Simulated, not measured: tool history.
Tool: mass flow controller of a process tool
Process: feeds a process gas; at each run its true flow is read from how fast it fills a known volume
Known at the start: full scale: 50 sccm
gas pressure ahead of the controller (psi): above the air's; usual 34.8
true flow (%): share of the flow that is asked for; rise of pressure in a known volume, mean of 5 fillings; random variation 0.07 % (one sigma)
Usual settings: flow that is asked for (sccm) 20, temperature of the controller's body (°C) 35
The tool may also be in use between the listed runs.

run,hour,flow that is asked for (sccm),gas pressure ahead of the controller (psi),temperature of the controller's body (°C),true flow (%)
1,0.0,20,34.8,35,100.76
2,129.4,20,34.8,35,100.92
3,376.3,39,34.8,35,100.83
4,617.5,6,34.8,35,103.94
5,814.4,6,34.8,25,104.73
6,957.6,6,34.8,25,104.79
7,1079.0,6,34.8,25,104.97
8,1235.0,20,34.8,35,101.40
9,1435.2,41,34.8,35,101.01
10,1669.3,41,34.8,35,101.11
# hour 1685.4: controller's zero set anew
11,1890.0,20,34.8,35,102.15
12,2116.2,20,34.8,35,102.26
13,2338.6,20,34.8,35,102.43
14,2443.4,20,34.8,35,102.49
# hour 2494.8: controller's zero set anew, once more
15,2592.8,20,34.8,35,100.24
16,2783.4,20,34.8,35,100.46
17,3015.7,20,34.8,35,100.45
18,3227.0,20,34.8,35,100.62
19,3344.0,7,34.8,35,100.80
20,3508.7,7,34.8,22,101.97
21,3755.7,7,34.8,22,102.09
22,3963.3,13,23.9,35,100.34
23,4103.2,13,26.1,35,100.50
24,4219.0,20,34.8,25,101.60
25,4410.0,11,24.2,36,100.68
26,4520.4,20,21.0,33,100.56

Forecast run 27:
27,4718.8,5,32.6,24,?

{"run 27": {"true flow (%)": 103.46}}
Without the tool's hidden state the same run would have given true flow (%) 99.56.

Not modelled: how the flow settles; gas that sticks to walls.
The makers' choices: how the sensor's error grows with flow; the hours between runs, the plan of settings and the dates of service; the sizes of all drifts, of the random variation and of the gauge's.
